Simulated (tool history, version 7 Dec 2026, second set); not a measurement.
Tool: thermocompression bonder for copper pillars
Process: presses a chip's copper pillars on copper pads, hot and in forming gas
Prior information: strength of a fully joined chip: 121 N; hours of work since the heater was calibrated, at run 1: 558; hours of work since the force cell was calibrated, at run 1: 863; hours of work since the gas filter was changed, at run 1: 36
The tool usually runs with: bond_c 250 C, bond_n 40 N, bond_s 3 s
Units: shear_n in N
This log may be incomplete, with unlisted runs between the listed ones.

run     day  bond_c  bond_n  bond_s  hours of work since the heater was calibrated  hours of work since the force cell was calibrated  hours of work since the gas filter was changed  shear_n
  1   0.000     250      40       3                                            558                                                863                                              36     89.5
  2   1.058     250      40       3                                            574                                                878                                              52     89.3
  3   2.729     250      40       3                                            598                                                902                                              76     89.1
  4   3.804     250      40       3                                            613                                                918                                              91     88.9
  5   5.654     233      40       3                                            640                                                944                                             118     74.9
  6   7.550     250      25       3                                            667                                                972                                             145     72.8
  7   8.362     250      25       3                                            679                                                983                                             157     72.8
      9.583  -- force cell calibrated
  8   9.588     250      25       3                                            695                                                  0                                             173     75.7
  9  10.508     250      25       3                                            709                                                 13                                             187     75.8
 10  12.329     250      40       2                                            735                                                 39                                             213     83.1
 11  13.662     250      54       3                                            754                                                 59                                             232    100.1
 12  15.112     250      54       3                                            775                                                 79                                             253    100.1
 13  16.321     250      54       3                                            792                                                 97                                             270    100.0
 14  17.517     250      40       3                                            809                                                114                                             287     91.0
 15  19.379     239      40       3                                            836                                                141                                             314     82.2
 16  20.238     250      58       3                                            848                                                153                                             326    101.3
 17  21.396     250      58       3                                            865                                                170                                             343    101.4
     21.771  -- forming gas filter changed
 18  22.550     250      40       3                                            881                                                186                                              11     92.7
 19  23.625     250      40       3                                            897                                                201                                              27     92.6
 20  25.108     250      40       3                                            918                                                223                                              48     92.5
 21  26.375     250      40       3                                            936                                                241                                              66     92.4
 22  27.471     250      53       4                                            952                                                257                                              82    105.4
 23  29.192     247      42       4                                            977                                                281                                             107     97.1
 24  30.650     243      57       2                                            998                                                302                                             128     89.7
 25  32.383     243      57       2                                           1022                                                327                                             152     89.9
 26  34.258     243      57       2                                           1049                                                354                                             179     89.5
 27  35.442     243      57       2                                           1066                                                371                                             196     89.6
 28  36.479     222      39       3                                           1081                                                386                                             211     67.4
 29  37.817     247      42       5                                           1100                                                405                                             230    100.3
 30  38.788     247      42       5                                           1114                                                419                                             244    100.4
 31  39.775     256      39       3                                           1129                                                433                                             259     94.9
 32  40.912     225      37       2                                           1145                                                450                                             275     59.5
 33  42.750     252      38       2                                           1171                                                476                                             301     82.5
 34  44.104     252      38       2                                           1191                                                496                                             321     82.7
 35  45.621     251      56       3                                           1213                                                517                                             343    101.4
     46.038  -- forming gas filter changed
 36  47.012     251      54       9                                           1232                                                537                                              14    115.6
 37  48.250     235      44       2                                           1250                                                555                                              32     75.2
 38  49.612     235      44       2                                           1270                                                574                                              51     75.0
 39  50.396     270      32       5                                           1281                                                586                                              63    107.7
     51.029  -- heater calibrated with a thermocouple chip
 40  51.262     241      41       3                                              3                                                597                                              74     81.9

4 options for the next run, each taken on its own from the tool as it stands now. Forecast them:
  A  52.204     236      40       5                                             17                                                610                                              87        ?
  B  52.204     278      26       5                                             17                                                610                                              87        ?
  C  52.204     241      35       5                                             17                                                610                                              87        ?
  D  52.204     279      55       2                                             17                                                610                                              87        ?

run  shear_n
  A     87.6
  B    103.9
  C     87.1
  D    108.2
Had the tool no hidden state, the same runs would have come out as:
run  shear_n
  A     89.5
  B    105.6
  C     89.0
  D    109.8

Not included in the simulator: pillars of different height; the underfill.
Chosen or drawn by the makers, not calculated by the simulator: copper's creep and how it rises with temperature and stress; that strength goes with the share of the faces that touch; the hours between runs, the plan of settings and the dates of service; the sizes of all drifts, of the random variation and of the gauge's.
